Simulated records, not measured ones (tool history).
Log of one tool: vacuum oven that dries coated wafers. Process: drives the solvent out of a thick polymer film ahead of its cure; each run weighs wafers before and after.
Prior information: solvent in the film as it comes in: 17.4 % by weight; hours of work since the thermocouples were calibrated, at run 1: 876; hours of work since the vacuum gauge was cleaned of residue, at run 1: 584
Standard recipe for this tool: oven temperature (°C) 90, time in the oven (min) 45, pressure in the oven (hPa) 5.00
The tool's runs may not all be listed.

| run | hour | oven temperature (°C) | time in the oven (min) | pressure in the oven (hPa) | hours of work since the thermocouples were calibrated | hours of work since the vacuum gauge was cleaned of residue | solvent left in the film (%) |
|---|---|---|---|---|---|---|---|
| 1 | 0.0 | 90 | 45 | 5.00 | 876 | 584 | 1.963 |
| 2 | 89.1 | 90 | 45 | 5.00 | 929 | 637 | 1.964 |
| 3 | 145.0 | 90 | 34 | 5.00 | 962 | 670 | 3.096 |
| 4 | 239.1 | 90 | 34 | 5.00 | 1018 | 726 | 3.084 |
| 5 | 329.1 | 90 | 34 | 5.00 | 1072 | 780 | 3.082 |
| 6 | 412.8 | 90 | 34 | 5.00 | 1122 | 830 | 3.104 |
| 7 | 483.2 | 86 | 65 | 4.75 | 1164 | 872 | 1.510 |
| 8 | 544.0 | 90 | 75 | 5.00 | 1200 | 908 | 0.710 |
| 9 | 599.0 | 90 | 75 | 5.00 | 1233 | 941 | 0.728 |
| 10 | 679.0 | 79 | 45 | 5.00 | 1281 | 989 | 4.608 |
|  | 705.3 | oven's thermocouples calibrated |
| 11 | 750.7 | 79 | 45 | 5.00 | 27 | 1031 | 4.649 |

Consider 3 possible next runs. They are alternatives, not a sequence: every one starts from the tool as it was left by run 11. What does each give?
| A | 808.6 | 90 | 64 | 17.21 | 62 | 1065 | ? |
| B | 808.6 | 79 | 44 | 3.98 | 62 | 1065 | ? |
| C | 808.6 | 81 | 45 | 5.89 | 62 | 1065 | ? |

| run | solvent left in the film (%) |
|---|---|
| A | 1.774 |
| B | 4.670 |
| C | 4.150 |
Without the tool's unlogged condition, the same runs would have read:
| run | solvent left in the film (%) |
|---|---|
| A | 1.767 |
| B | 4.661 |
| C | 4.141 |
